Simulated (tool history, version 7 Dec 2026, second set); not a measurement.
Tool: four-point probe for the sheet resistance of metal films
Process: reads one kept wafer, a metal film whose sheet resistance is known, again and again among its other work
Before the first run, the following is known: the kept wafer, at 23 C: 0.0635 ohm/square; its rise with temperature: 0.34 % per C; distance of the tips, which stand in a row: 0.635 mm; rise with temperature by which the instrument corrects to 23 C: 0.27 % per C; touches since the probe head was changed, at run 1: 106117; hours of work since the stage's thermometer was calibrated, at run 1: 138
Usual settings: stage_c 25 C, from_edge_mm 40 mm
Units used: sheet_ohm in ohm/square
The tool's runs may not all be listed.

run	hour	stage_c	from_edge_mm	touches since the probe head was changed	hours of work since the stage's thermometer was calibrated	sheet_ohm
1	0.0	25	40	106117	138	0.063875
2	55.3	25	40	108721	182	0.063912
3	106.5	25	40	111127	222	0.063898
4	155.2	19	40	113422	260	0.063635
5	182.9	19	40	114723	282	0.063605
6	223.0	19	40	116613	313	0.063627
7	279.8	19	40	119287	358	0.063647
8	308.8	19	40	120650	381	0.063647
9	366.9	25	40	123386	426	0.063960
10	412.4	25	40	125525	462	0.063947
11	442.4	25	7	126937	486	0.064240
12	469.4	25	7	128208	507	0.064253
13	500.4	25	7	129669	531	0.064281
14	528.4	25	7	130983	553	0.064275
15	579.4	33	12	133385	593	0.064457
16	639.9	25	66	136232	641	0.064022
17	675.3	23	50	137899	668	0.063949
18	709.6	19	17	139511	695	0.063797
19	750.9	21	40	141454	728	0.063863
20	795.2	21	40	143541	763	0.063887
21	823.7	22	11	144884	785	0.064015
22	853.3	22	18	146277	808	0.063982
23	881.1	18	3	147582	830	0.065226
24	920.9	25	4	149455	861	0.064945
25	962.6	30	9	151419	894	0.064517
# hour 969.1: new probe head fitted
26	1000.3	28	6	1471	923	0.064349
27	1060.3	28	6	4291	970	0.064354

Predict each of these 4 candidate next runs independently; none follows another, all start after run 27:
A	1116.9	20	11	6956	1014	?
B	1116.9	31	4	6956	1014	?
C	1116.9	29	12	6956	1014	?
D	1116.9	27	19	6956	1014	?

run	sheet_ohm
A	0.063710
B	0.064964
C	0.064146
D	0.063998
Without the tool's hidden state the same runs would have given:
run	sheet_ohm
A	0.063461
B	0.064713
C	0.063897
D	0.063749

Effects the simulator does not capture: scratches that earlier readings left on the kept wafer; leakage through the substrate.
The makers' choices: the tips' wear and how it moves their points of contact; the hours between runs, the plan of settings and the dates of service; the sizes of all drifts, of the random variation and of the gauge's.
